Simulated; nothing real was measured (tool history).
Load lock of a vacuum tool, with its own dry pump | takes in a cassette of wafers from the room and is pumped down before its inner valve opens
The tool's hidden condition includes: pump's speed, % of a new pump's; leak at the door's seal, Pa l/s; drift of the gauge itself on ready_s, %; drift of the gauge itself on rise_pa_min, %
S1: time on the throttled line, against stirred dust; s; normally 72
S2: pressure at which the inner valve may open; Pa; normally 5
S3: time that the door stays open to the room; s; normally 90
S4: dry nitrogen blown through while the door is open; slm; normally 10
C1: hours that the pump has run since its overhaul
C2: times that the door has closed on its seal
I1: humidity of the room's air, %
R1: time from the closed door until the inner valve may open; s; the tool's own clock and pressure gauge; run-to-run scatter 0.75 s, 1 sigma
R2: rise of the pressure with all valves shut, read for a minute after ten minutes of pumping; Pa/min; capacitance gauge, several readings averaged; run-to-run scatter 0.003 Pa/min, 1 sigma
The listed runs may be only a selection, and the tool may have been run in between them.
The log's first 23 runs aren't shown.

run,hour,S1,S2,S3,S4,C1,C2,I1,R1,R2
24,2452.4,127,4,90,7,6668,60098,46.2,169.3,0.368
25,2579.1,72,5,95,10,6795,60722,43.6,117.4,0.365
26,2653.5,72,5,95,10,6869,61089,43.4,118.7,0.363
27,2753.7,93,6,90,22,6970,61583,48.1,134.9,0.366
28,2875.1,93,6,90,22,7091,62181,44.2,134.9,0.365
29,2969.2,93,5,90,22,7185,62645,45.3,136.4,0.370
30,3034.4,83,8,66,31,7250,62965,43.5,125.4,0.362
31,3116.7,72,5,234,5,7333,63371,44.2,117.2,0.437
32,3183.9,48,7,88,4,7400,63702,45.0,95.3,0.396
33,3254.2,80,5,88,7,7470,64048,45.0,125.2,0.404
34,3326.4,50,5,88,13,7542,64404,40.6,99.8,0.389
35,3433.0,51,8,90,10,7649,64929,45.8,97.5,0.405
36,3546.5,51,8,90,10,7762,65488,47.6,96.7,0.411

Consider 5 possible next runs. They are alternatives, not a sequence: every one starts from the tool as it was left by run 36. What does each give?
A,3658.1,126,8,90,8,7874,66038,46.6,?,?
B,3658.1,84,7,90,13,7874,66038,47.0,?,?
C,3658.1,130,5,162,44,7874,66038,42.8,?,?
D,3658.1,51,4,90,27,7874,66038,43.7,?,?
E,3658.1,72,5,26,10,7874,66038,46.7,?,?

run,R1,R2
A,161.3,0.419
B,128.0,0.409
C,170.5,0.402
D,102.7,0.402
E,118.6,0.385
Without the tool's hidden state the same runs would have given:
run,R1,R2
A,158.5,0.053
B,124.6,0.046
C,167.4,0.038
D,98.8,0.036
E,114.9,0.022
